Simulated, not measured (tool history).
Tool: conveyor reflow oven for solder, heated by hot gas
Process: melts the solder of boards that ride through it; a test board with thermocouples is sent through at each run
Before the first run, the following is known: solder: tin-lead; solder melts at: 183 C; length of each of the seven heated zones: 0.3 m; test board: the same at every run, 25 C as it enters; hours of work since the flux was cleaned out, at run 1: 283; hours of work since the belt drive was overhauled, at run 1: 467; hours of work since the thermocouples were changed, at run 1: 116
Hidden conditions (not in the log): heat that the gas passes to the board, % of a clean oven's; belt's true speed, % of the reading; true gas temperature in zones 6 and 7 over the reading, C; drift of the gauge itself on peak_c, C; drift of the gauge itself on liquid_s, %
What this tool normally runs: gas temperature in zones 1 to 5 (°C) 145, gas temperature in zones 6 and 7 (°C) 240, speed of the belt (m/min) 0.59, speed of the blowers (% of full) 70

run	day	gas temperature in zones 1 to 5 (°C)	gas temperature in zones 6 and 7 (°C)	speed of the belt (m/min)	speed of the blowers (% of full)	hours of work since the flux was cleaned out	hours of work since the belt drive was overhauled	hours of work since the thermocouples were changed	highest temperature of the board (°C)	time above the solder's melting point (s)
1	0	145	240	0.59	70	283	467	116	221	49.8
2	2.221	145	240	0.59	70	323	507	156	220.6	50.2
3	4.2	145	240	0.59	84	359	542	192	222.4	51.2
4	6.192	145	240	0.59	84	395	578	228	222.2	51.1
# day 7.358: flux residue cleaned out of gas plates and filters
5	8.483	145	240	0.59	84	20	616	265	224.4	52.3
6	10.675	145	240	0.633	84	60	655	305	222	47.3
7	13.004	145	240	0.633	84	102	697	347	221.6	47.1
8	15.662	145	240	0.633	84	150	745	394	220.8	47
# day 16.521: belt drive overhauled, speed set with a stopwatch
9	18.429	145	240	0.633	84	196	34	441	220.6	46
10	20.454	145	240	0.674	70	233	71	478	215.8	39.4
11	22.642	145	244	0.674	70	272	110	517	218.5	41.4
12	24.688	140	240	0.59	70	309	147	554	218.9	46.9
# day 26.221: thermocouples of zones 6 and 7 changed
13	27.129	145	240	0.59	85	351	190	16	221.6	50
14	29.854	145	240	0.59	70	401	239	65	218.7	48.3
# day 30.8: flux residue cleaned out of gas plates and filters
15	32.667	145	240	0.59	70	34	285	112	220.9	50
16	35.292	135	236	0.59	70	81	333	160	215	43.4
17	38.162	152	236	0.59	64	133	384	211	217.6	50
18	40.142	145	239	0.59	55	168	420	247	216.6	46.7
19	42.829	157	240	0.644	70	217	468	295	219.4	49
20	44.208	145	240	0.546	70	241	493	320	222.2	54.8
21	46.492	145	240	0.546	51	283	534	361	218.2	52.7
22	48.188	145	240	0.59	64	313	565	392	218.3	48.4
23	51.05	155	249	0.525	52	365	616	443	229.6	64.8
24	53.571	153	249	0.525	68	410	662	489	231.3	65.5
# day 53.908: flux residue cleaned out of gas plates and filters
25	56.596	159	253	0.525	80	48	713	539	238.9	70.5
26	58.5	159	253	0.525	80	83	747	574	239	70.5
# day 58.746: thermocouples of zones 6 and 7 changed
# day 59.358: belt drive overhauled, speed set with a stopwatch
27	60.717	159	253	0.525	80	118	24	33	239.6	69.9
28	62.712	145	244	0.59	70	154	60	68	225.1	51.1
29	65.158	130	244	0.59	70	198	104	112	220.8	45

Entry by entry between the runs, the difference in hidden state between the last listed run before and the first listed run after:
Run 4 -> run 5: flux residue cleaned out of gas plates and filters (day 7.358)
  heat that the gas passes to the board, % of a clean oven's: 91.3 -> 99; belt's true speed, % of the reading: 98.93 -> 98.86; true gas temperature in zones 6 and 7 over the reading, C: 0.38 -> 0.33
  measured result minus the result with no hidden state, highest temperature of the board (°C): -1.7 -> +0.3; time above the solder's melting point (s): -0.5 -> +0.8
Run 8 -> run 9: belt drive overhauled, speed set with a stopwatch (day 16.521)
  heat that the gas passes to the board, % of a clean oven's: 96 -> 95; belt's true speed, % of the reading: 98.59 -> 100.04; true gas temperature in zones 6 and 7 over the reading, C: 0.18 -> 0.14
  measured result minus the result with no hidden state, highest temperature of the board (°C): -0.5 -> -1.4; time above the solder's melting point (s): +0.4 -> -0.9
Run 12 -> run 13: thermocouples of zones 6 and 7 changed (day 26.221)
  heat that the gas passes to the board, % of a clean oven's: 92.5 -> 91.7; belt's true speed, % of the reading: 99.81 -> 99.72; true gas temperature in zones 6 and 7 over the reading, C: 0 -> -0.77
  measured result minus the result with no hidden state, highest temperature of the board (°C): -2.1 -> -2.9; time above the solder's melting point (s): -1.3 -> -1.6
Run 14 -> run 15: flux residue cleaned out of gas plates and filters (day 30.8)
  heat that the gas passes to the board, % of a clean oven's: 90.6 -> 98.3; belt's true speed, % of the reading: 99.62 -> 99.53; true gas temperature in zones 6 and 7 over the reading, C: -0.83 -> -0.88
  measured result minus the result with no hidden state, highest temperature of the board (°C): -3.1 -> -1.1; time above the solder's melting point (s): -1.8 -> -0.4
Run 24 -> run 25: flux residue cleaned out of gas plates and filters (day 53.908)
  heat that the gas passes to the board, % of a clean oven's: 90 -> 97.7; belt's true speed, % of the reading: 98.74 -> 98.64; true gas temperature in zones 6 and 7 over the reading, C: -1.32 -> -1.37
  measured result minus the result with no hidden state, highest temperature of the board (°C): -3.1 -> -1.4; time above the solder's melting point (s): -0.4 -> +0.5
Run 26 -> run 27: thermocouples of zones 6 and 7 changed (day 58.746); belt drive overhauled, speed set with a stopwatch (day 59.358)
  heat that the gas passes to the board, % of a clean oven's: 97 -> 96.2; belt's true speed, % of the reading: 98.57 -> 99.95; true gas temperature in zones 6 and 7 over the reading, C: -1.41 -> 0.05
  measured result minus the result with no hidden state, highest temperature of the board (°C): -1.5 -> -0.8; time above the solder's melting point (s): +0.5 -> -0.1
